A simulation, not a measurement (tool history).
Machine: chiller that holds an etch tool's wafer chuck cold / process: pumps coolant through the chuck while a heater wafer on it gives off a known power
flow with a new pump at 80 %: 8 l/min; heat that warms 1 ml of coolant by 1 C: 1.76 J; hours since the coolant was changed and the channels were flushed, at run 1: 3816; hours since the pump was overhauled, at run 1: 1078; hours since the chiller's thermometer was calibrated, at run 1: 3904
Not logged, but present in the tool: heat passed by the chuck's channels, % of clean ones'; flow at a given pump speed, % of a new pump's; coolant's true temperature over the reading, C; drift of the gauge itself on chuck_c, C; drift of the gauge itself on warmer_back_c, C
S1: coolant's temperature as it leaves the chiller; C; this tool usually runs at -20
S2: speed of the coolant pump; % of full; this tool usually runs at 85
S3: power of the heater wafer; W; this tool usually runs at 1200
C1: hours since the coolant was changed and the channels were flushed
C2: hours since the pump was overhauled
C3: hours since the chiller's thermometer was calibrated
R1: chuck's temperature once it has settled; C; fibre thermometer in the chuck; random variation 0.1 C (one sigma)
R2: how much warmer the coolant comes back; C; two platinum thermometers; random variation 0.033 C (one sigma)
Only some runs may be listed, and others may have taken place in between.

run	hour	S1	S2	S3	C1	C2	C3	R1	R2
1	0	-20	85	1200	3816	1078	3904	-6.8	4.96
2	25.9	-20	94	1200	3842	1104	3930	-7.7	4.43
3	43.6	-21	94	1200	3860	1121	3948	-9	4.45
4	61.7	-21	94	1200	3878	1139	3966	-8.7	4.49
5	87.9	-20	85	1771	3904	1166	3992	-0.1	7.28
6	107.6	-20	85	1771	3924	1185	4012	-0.1	7.34
7	139.9	-28	85	1200	3956	1218	4044	-14.7	4.9
8	163.9	-28	85	1200	3980	1242	4068	-14.7	4.97
9	180.2	-20	85	1200	3997	1258	4084	-6.5	4.98
10	203.4	-20	85	1200	4020	1281	4108	-6.5	5.01
11	234.7	-20	85	1200	4051	1313	4139	-6.5	4.95
12	262.6	-20	85	1200	4079	1340	4167	-6.5	4.93
13	300.3	-20	85	1200	4117	1378	4204	-6.5	4.97
14	336.3	-20	85	1200	4153	1414	4240	-6.4	5.1
# hour 338.9: chiller's thermometer calibrated
15	371.4	-19	66	1603	4187	1448	33	4	8.62
16	402.7	-24	79	1200	4218	1479	64	-9.8	5.38
17	421.2	-27	97	738	4237	1498	82	-20	2.68
18	455.2	-21	97	1145	4271	1532	116	-9.6	4.18
19	492.1	-14	65	1332	4307	1569	153	5.3	7.3
# hour 516.5: chiller's thermometer calibrated, once more
20	516.5	-14	92	1332	4331	1592	0	0.3	5.14
21	535.7	-20	61	887	4350	1612	19	-6.2	5.18
22	562.7	-27	60	1200	4377	1638	46	-8	7.12
23	590.7	-27	60	1200	4405	1667	74	-8	7.14
24	612	-14	85	876	4426	1688	95	-4	3.66
25	636	-24	75	1090	4450	1712	119	-10.1	5.15

3 ways to go on from here, each from the tool as it stands after run 25. What would each give?
A	673.1	-14	85	1200	4487	1749	157	?	?
B	673.1	-24	75	1666	4487	1749	157	?	?
C	673.1	-20	63	1569	4487	1749	157	?	?

run	R1	R2
A	0	5.1
B	-2.4	7.99
C	3.8	8.94
What these runs would have given with no unlogged condition in the tool:
run	R1	R2
A	-1.4	4.87
B	-4.5	7.63
C	1.5	8.53
